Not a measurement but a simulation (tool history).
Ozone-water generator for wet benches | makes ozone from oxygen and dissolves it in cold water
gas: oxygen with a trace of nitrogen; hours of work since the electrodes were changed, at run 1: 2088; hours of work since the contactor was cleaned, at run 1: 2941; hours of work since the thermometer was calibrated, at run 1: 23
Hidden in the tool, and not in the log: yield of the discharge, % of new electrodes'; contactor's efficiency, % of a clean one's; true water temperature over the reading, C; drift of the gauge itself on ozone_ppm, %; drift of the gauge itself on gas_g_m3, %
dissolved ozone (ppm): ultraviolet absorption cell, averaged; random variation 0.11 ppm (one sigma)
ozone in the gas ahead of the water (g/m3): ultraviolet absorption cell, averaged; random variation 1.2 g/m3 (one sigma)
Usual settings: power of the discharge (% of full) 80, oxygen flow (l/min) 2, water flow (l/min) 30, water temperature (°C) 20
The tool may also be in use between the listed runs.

run	hour	power of the discharge (% of full)	oxygen flow (l/min)	water flow (l/min)	water temperature (°C)	hours of work since the electrodes were changed	hours of work since the contactor was cleaned	hours of work since the thermometer was calibrated	dissolved ozone (ppm)	ozone in the gas ahead of the water (g/m3)
1	0	80	2	30	20	2088	2941	23	7.9	224.6
2	37.2	80	2	30	20	2121	2974	55	7.7	226.4
3	80	80	2	30	12	2158	3012	93	8	226.8
4	132.4	80	2	30	12	2204	3058	139	8.1	229.2
5	163.8	47	2	30	12	2232	3085	166	6.4	170.2
6	218.3	80	2	30	20	2280	3133	214	8.1	229.8
7	246.9	80	2	30	20	2305	3158	239	7.8	225.2
8	277.2	80	2	30	20	2332	3185	266	7.9	227.5
9	304.9	80	2	28	20	2356	3209	290	8.4	228.5
10	360.8	80	2	28	20	2405	3258	339	8.8	227.8
11	401	80	2	28	20	2440	3293	375	8.5	228.6
12	456.1	80	2	28	20	2489	3342	423	8.4	229.1
13	486.7	80	2	28	20	2516	3369	450	8.4	228.1
14	518.1	80	2	28	20	2543	3396	477	8.7	226
15	572.2	80	2	28	20	2591	3444	525	8.8	227.6
16	596.6	80	2	28	20	2612	3465	546	8.5	228.8
17	631.4	60	1.52	27	14	2643	3496	577	6.9	218
18	690.5	60	1.52	27	14	2694	3548	629	7	217.9
19	750.8	60	2.54	30	18	2747	3600	682	7.5	176.7
20	803.7	57	2.22	30	19	2794	3647	728	7	180.4
21	835.8	72	2	30	13	2822	3675	756	7.9	215.3
22	861.1	72	2	30	13	2844	3697	778	7.8	215
23	888	72	2	30	25	2868	3721	802	7.1	214
24	928.3	72	1.21	30	23	2903	3756	837	5.9	263.7
25	966.3	68	3.42	30	22	2937	3790	871	8.7	167.7
26	1016.6	52	3.42	30	22	2981	3834	915	7.5	147.6
27	1073.3	44	3.42	30	13	3030	3884	965	7.4	132.6
28	1099.4	44	3.42	24	13	3053	3906	988	9.5	133.5
29	1137.7	44	3.42	22	14	3087	3940	1021	10	131.1
30	1168.3	54	2.1	20	20	3114	3967	1048	9.9	180.8
31	1205.3	54	2.1	20	20	3146	3999	1081	10	180.6
32	1250.1	77	2	37	23	3186	4039	1120	6.1	224.7

Forecast each of these 3 alternatives for the next run:
A	1277.8	93	1.52	20	23	3210	4063	1144	?	?
B	1277.8	77	3.31	37	23	3210	4063	1144	?	?
C	1277.8	44	2	37	23	3210	4063	1144	?	?

run	dissolved ozone (ppm)	ozone in the gas ahead of the water (g/m3)
A	11.8	272.5
B	7.3	181
C	4.6	165.5
Without the tool's hidden state the same runs would have given:
run	dissolved ozone (ppm)	ozone in the gas ahead of the water (g/m3)
A	11.8	272.9
B	7.3	181.2
C	4.6	165.6
